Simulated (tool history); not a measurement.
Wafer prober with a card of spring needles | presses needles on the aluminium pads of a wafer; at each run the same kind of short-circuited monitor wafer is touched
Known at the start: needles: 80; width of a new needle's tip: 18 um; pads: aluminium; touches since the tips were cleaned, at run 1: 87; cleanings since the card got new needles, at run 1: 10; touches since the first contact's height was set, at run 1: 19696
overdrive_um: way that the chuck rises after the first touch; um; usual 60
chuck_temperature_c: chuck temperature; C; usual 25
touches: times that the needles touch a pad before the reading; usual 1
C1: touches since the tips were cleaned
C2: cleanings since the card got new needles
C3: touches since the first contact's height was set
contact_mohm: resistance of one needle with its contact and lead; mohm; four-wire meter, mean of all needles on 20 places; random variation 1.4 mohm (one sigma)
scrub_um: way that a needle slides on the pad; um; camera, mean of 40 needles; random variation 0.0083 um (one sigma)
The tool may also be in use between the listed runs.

Run 1, hour 0.0: usual settings; C1 87; C2 10; C3 19696. Result: contact_mohm 145 mohm, scrub_um 8.093 um.
At hour 28.5: tips cleaned on abrasive film.
Run 2, hour 36.7: usual settings; C1 2526; C2 11; C3 30939. Result: contact_mohm 308 mohm, scrub_um 8.068 um.
At hour 58.6: tips cleaned on abrasive film.
Run 3, hour 66.0: usual settings; C1 2280; C2 12; C3 39918. Result: contact_mohm 244 mohm, scrub_um 8.057 um.
Run 4, hour 84.5: usual settings; C1 7955; C2 12; C3 45593. Result: contact_mohm 295 mohm, scrub_um 8.071 um.
At hour 87.3: tips cleaned on abrasive film.
At hour 100.5: tips cleaned on abrasive film, once more.
Run 5, hour 105.7: usual settings; C1 1588; C2 14; C3 52046. Result: contact_mohm 229 mohm, scrub_um 8.051 um.
Run 6, hour 120.6: usual settings but touches 3; C1 6162; C2 14; C3 56620. Result: contact_mohm 182 mohm, scrub_um 8.062 um.
At hour 131.8: tips cleaned on abrasive film.
Run 7, hour 138.8: usual settings but touches 3; C1 2148; C2 15; C3 62192. Result: contact_mohm 170 mohm, scrub_um 8.044 um.
At hour 161.1: tips cleaned on abrasive film.
Run 8, hour 163.1: usual settings but touches 3; C1 626; C2 16; C3 69648. Result: contact_mohm 146 mohm, scrub_um 8.034 um.
At hour 190.5: tips cleaned on abrasive film.
Run 9, hour 190.7: usual settings; C1 83; C2 17; C3 78092. Result: contact_mohm 148 mohm, scrub_um 8.028 um.
At hour 194.2: height of the first contact set anew.
Run 10, hour 208.8: usual settings but overdrive_um 68 um; C1 5556; C2 17; C3 4495. Result: contact_mohm 252 mohm, scrub_um 9.163 um.
At hour 221.3: tips cleaned on abrasive film.
Run 11, hour 240.1: usual settings but overdrive_um 68 um; C1 5785; C2 18; C3 14081. Result: contact_mohm 254 mohm, scrub_um 9.177 um.
At hour 250.6: tips cleaned on abrasive film.
Run 12, hour 255.6: usual settings but touches 2; C1 1536; C2 19; C3 18791. Result: contact_mohm 193 mohm, scrub_um 8.086 um.
Run 13, hour 275.9: usual settings but touches 2; C1 7794; C2 19; C3 25049. Result: contact_mohm 224 mohm, scrub_um 8.069 um.
At hour 279.2: tips cleaned on abrasive film.
Run 14, hour 295.5: usual settings but chuck_temperature_c 65 C, touches 2; C1 5028; C2 20; C3 31048. Result: contact_mohm 220 mohm, scrub_um 8.069 um.
At hour 309.1: tips cleaned on abrasive film.
Run 15, hour 312.1: usual settings but chuck_temperature_c 65 C, touches 2; C1 901; C2 21; C3 36095. Result: contact_mohm 178 mohm, scrub_um 8.044 um.
Run 16, hour 328.7: usual settings but chuck_temperature_c 46 C; C1 6016; C2 21; C3 41210. Result: contact_mohm 291 mohm, scrub_um 8.051 um.
At hour 338.7: tips cleaned on abrasive film.
Run 17, hour 355.5: usual settings but chuck_temperature_c 55 C; C1 5142; C2 22; C3 49404. Result: contact_mohm 293 mohm, scrub_um 8.059 um.
At hour 368.5: tips cleaned on abrasive film.
Run 18, hour 376.8: usual settings but overdrive_um 55 um, chuck_temperature_c 66 C; C1 2545; C2 23; C3 55928. Result: contact_mohm 286 mohm, scrub_um 7.367 um.
Run 19, hour 396.7: usual settings but overdrive_um 55 um, chuck_temperature_c 66 C; C1 8657; C2 23; C3 62040. Result: contact_mohm 329 mohm, scrub_um 7.348 um.
At hour 398.5: tips cleaned on abrasive film.
Run 20, hour 423.7: usual settings but overdrive_um 55 um, chuck_temperature_c 71 C; C1 7761; C2 24; C3 70319. Result: contact_mohm 321 mohm, scrub_um 7.366 um.
At hour 429.1: tips cleaned on abrasive film.
Run 21, hour 445.3: usual settings; C1 4971; C2 25; C3 76915. Result: contact_mohm 288 mohm, scrub_um 8.041 um.
At hour 452.5: height of the first contact set anew.
At hour 460.5: tips cleaned on abrasive film.
Run 22, hour 460.6: usual settings but chuck_temperature_c 37 C, touches 2; C1 23; C2 26; C3 2459. Result: contact_mohm 129 mohm, scrub_um 8.091 um.
Run 23, hour 486.4: usual settings but chuck_temperature_c 37 C, touches 2; C1 7970; C2 26; C3 10406. Result: contact_mohm 230 mohm, scrub_um 8.082 um.
At hour 489.2: tips cleaned on abrasive film.
Run 24, hour 501.7: usual settings but chuck_temperature_c 54 C; C1 3825; C2 27; C3 15054. Result: contact_mohm 277 mohm, scrub_um 8.088 um.
At hour 518.4: tips cleaned on abrasive film.
Run 25, hour 538.0: usual settings but chuck_temperature_c 54 C; C1 6034; C2 28; C3 26187. Result: contact_mohm 298 mohm, scrub_um 8.075 um.
At hour 546.9: tips cleaned on abrasive film.
Run 26, hour 556.5: usual settings but chuck_temperature_c 54 C; C1 2964; C2 29; C3 31858. Result: contact_mohm 278 mohm, scrub_um 8.059 um.
Run 27, hour 573.4: usual settings but chuck_temperature_c 54 C; C1 8135; C2 29; C3 37029. Result: contact_mohm 300 mohm, scrub_um 8.054 um.
At hour 577.4: tips cleaned on abrasive film.
Run 28, hour 599.8: usual settings but overdrive_um 53 um, chuck_temperature_c 78 C; C1 6906; C2 30; C3 45126. Result: contact_mohm 340 mohm, scrub_um 7.108 um.
At hour 608.1: tips cleaned on abrasive film.
Run 29, hour 624.4: usual settings but overdrive_um 51 um, chuck_temperature_c 28 C; C1 4993; C2 31; C3 52634. Result: contact_mohm 354 mohm, scrub_um 6.835 um.
At hour 637.1: tips cleaned on abrasive film.
Run 30, hour 645.8: usual settings but overdrive_um 79 um, touches 2; C1 2664; C2 32; C3 59189. Result: contact_mohm 165 mohm, scrub_um 10.628 um.
At hour 668.0: tips cleaned on abrasive film.
Run 31, hour 670.8: usual settings but overdrive_um 63 um, chuck_temperature_c 61 C, touches 2; C1 855; C2 33; C3 66850. Result: contact_mohm 172 mohm, scrub_um 8.437 um.
Run 32, hour 690.9: usual settings but overdrive_um 72 um, chuck_temperature_c 97 C; C1 7019; C2 33; C3 73014. Result: contact_mohm 247 mohm, scrub_um 9.642 um.

Forecast each of these 5 alternatives for the next run:
At hour 699.6: tips cleaned on abrasive film.
At hour 711.4: height of the first contact set anew.
Run A, hour 725.7: usual settings but touches 2; C1 7914; C2 34; C3 4398. Result: contact_mohm ?, scrub_um ?.
At hour 699.6: tips cleaned on abrasive film.
At hour 711.4: height of the first contact set anew.
Run B, hour 725.7: usual settings but overdrive_um 44 um, touches 2; C1 7914; C2 34; C3 4398. Result: contact_mohm ?, scrub_um ?.
At hour 699.6: tips cleaned on abrasive film.
At hour 711.4: height of the first contact set anew.
Run C, hour 725.7: usual settings but overdrive_um 46 um, chuck_temperature_c 75 C; C1 7914; C2 34; C3 4398. Result: contact_mohm ?, scrub_um ?.
At hour 699.6: tips cleaned on abrasive film.
At hour 711.4: height of the first contact set anew.
Run D, hour 725.7: usual settings but overdrive_um 73 um, chuck_temperature_c 46 C, touches 3; C1 7914; C2 34; C3 4398. Result: contact_mohm ?, scrub_um ?.
At hour 699.6: tips cleaned on abrasive film.
At hour 711.4: height of the first contact set anew.
Run E, hour 725.7: usual settings but chuck_temperature_c 110 C, touches 2; C1 7914; C2 34; C3 4398. Result: contact_mohm ?, scrub_um ?.

run  contact_mohm  scrub_um
  A           232     8.092
  B           325     5.938
  C           408     6.205
  D           163     9.850
  E           233     8.109
Without the tool's hidden state the same runs would have given:
run  contact_mohm  scrub_um
  A           123     8.092
  B           130     5.938
  C           136     6.205
  D           119     9.850
  E           137     8.109
